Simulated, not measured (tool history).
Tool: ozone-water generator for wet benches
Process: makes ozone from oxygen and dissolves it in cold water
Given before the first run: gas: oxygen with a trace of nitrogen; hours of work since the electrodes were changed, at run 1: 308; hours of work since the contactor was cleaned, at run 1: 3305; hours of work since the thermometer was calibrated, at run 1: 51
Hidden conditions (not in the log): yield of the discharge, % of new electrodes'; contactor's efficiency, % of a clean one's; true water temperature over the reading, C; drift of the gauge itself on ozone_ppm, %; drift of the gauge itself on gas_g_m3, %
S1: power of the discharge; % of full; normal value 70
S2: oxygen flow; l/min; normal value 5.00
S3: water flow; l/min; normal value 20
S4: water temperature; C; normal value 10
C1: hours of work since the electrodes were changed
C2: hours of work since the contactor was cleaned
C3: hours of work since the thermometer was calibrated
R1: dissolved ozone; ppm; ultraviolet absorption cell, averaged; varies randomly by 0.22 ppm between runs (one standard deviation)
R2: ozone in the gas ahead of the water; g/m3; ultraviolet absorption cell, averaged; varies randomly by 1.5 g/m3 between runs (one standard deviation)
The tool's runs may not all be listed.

| run | day | S1 | S2 | S3 | S4 | C1 | C2 | C3 | R1 | R2 |
|---|---|---|---|---|---|---|---|---|---|---|
| 1 | 0.000 | 70 | 5.00 | 20 | 10 | 308 | 3305 | 51 | 33.0 | 272.1 |
| 2 | 4.588 | 70 | 5.00 | 20 | 10 | 377 | 3373 | 119 | 32.5 | 273.7 |
| 3 | 10.033 | 70 | 5.00 | 20 | 10 | 458 | 3455 | 201 | 33.0 | 271.7 |
| 4 | 15.904 | 45 | 5.00 | 20 | 10 | 546 | 3542 | 288 | 22.2 | 187.0 |
| 5 | 18.575 | 45 | 5.00 | 20 | 10 | 586 | 3582 | 328 | 22.2 | 186.0 |
| 6 | 21.962 | 45 | 5.00 | 20 | 10 | 637 | 3633 | 379 | 22.4 | 185.7 |
| 7 | 26.012 | 70 | 5.00 | 20 | 10 | 697 | 3693 | 439 | 32.6 | 276.0 |
| 8 | 30.783 | 70 | 5.00 | 20 | 10 | 768 | 3765 | 511 | 32.8 | 278.3 |
| 9 | 35.112 | 70 | 5.00 | 20 | 10 | 833 | 3829 | 575 | 32.4 | 274.9 |
| 10 | 40.554 | 70 | 5.00 | 20 | 10 | 914 | 3911 | 657 | 32.6 | 275.5 |
| 11 | 45.983 | 70 | 2.71 | 20 | 10 | 995 | 3992 | 738 | 27.3 | 357.2 |
| 12 | 50.362 | 70 | 5.00 | 20 | 10 | 1061 | 4057 | 803 | 32.8 | 277.3 |
| 13 | 53.533 | 70 | 5.00 | 20 | 10 | 1108 | 4105 | 851 | 33.0 | 274.9 |
| 14 | 57.938 | 70 | 5.00 | 20 | 10 | 1174 | 4170 | 917 | 32.9 | 275.2 |
| 15 | 60.850 | 70 | 7.66 | 20 | 10 | 1218 | 4214 | 960 | 35.1 | 232.6 |
| 16 | 67.154 | 70 | 3.78 | 20 | 10 | 1312 | 4308 | 1054 | 30.8 | 310.5 |
| 17 | 73.271 | 50 | 4.94 | 20 | 10 | 1403 | 4400 | 1146 | 24.5 | 208.8 |
| 18 | 76.471 | 82 | 6.13 | 24 | 6 | 1451 | 4447 | 1193 | 34.4 | 293.5 |
| 19 | 80.708 | 61 | 6.13 | 24 | 6 | 1514 | 4511 | 1257 | 26.2 | 225.6 |
| 20 | 85.212 | 61 | 6.13 | 24 | 6 | 1582 | 4578 | 1324 | 26.4 | 228.2 |
| 21 | 89.279 | 41 | 5.00 | 20 | 5 | 1642 | 4639 | 1385 | 21.6 | 173.7 |
| 22 | 95.150 | 99 | 6.15 | 31 | 12 | 1730 | 4727 | 1473 | 28.9 | 342.8 |
| 23 | 99.708 | 70 | 5.00 | 29 | 10 | 1798 | 4795 | 1541 | 22.4 | 280.9 |
|  | 104.062 | contactor cleaned |
| 24 | 104.388 | 51 | 5.57 | 20 | 10 | 1866 | 5 | 1608 | 25.6 | 202.5 |
|  | 108.271 | gauge calibrated |
| 25 | 109.750 | 51 | 5.57 | 20 | 10 | 1946 | 85 | 1688 | 25.3 | 198.2 |

Run 26 has not been measured yet. What should we expect?
| 26 | 113.650 | 51 | 5.57 | 20 | 10 | 2004 | 143 | 1747 | ? | ? |

R1: 25.6 ppm
R2: 198.0 g/m3
Had the tool carried no hidden state, the very same run would have given R1 25.6 ppm, R2 197.9 g/m3.
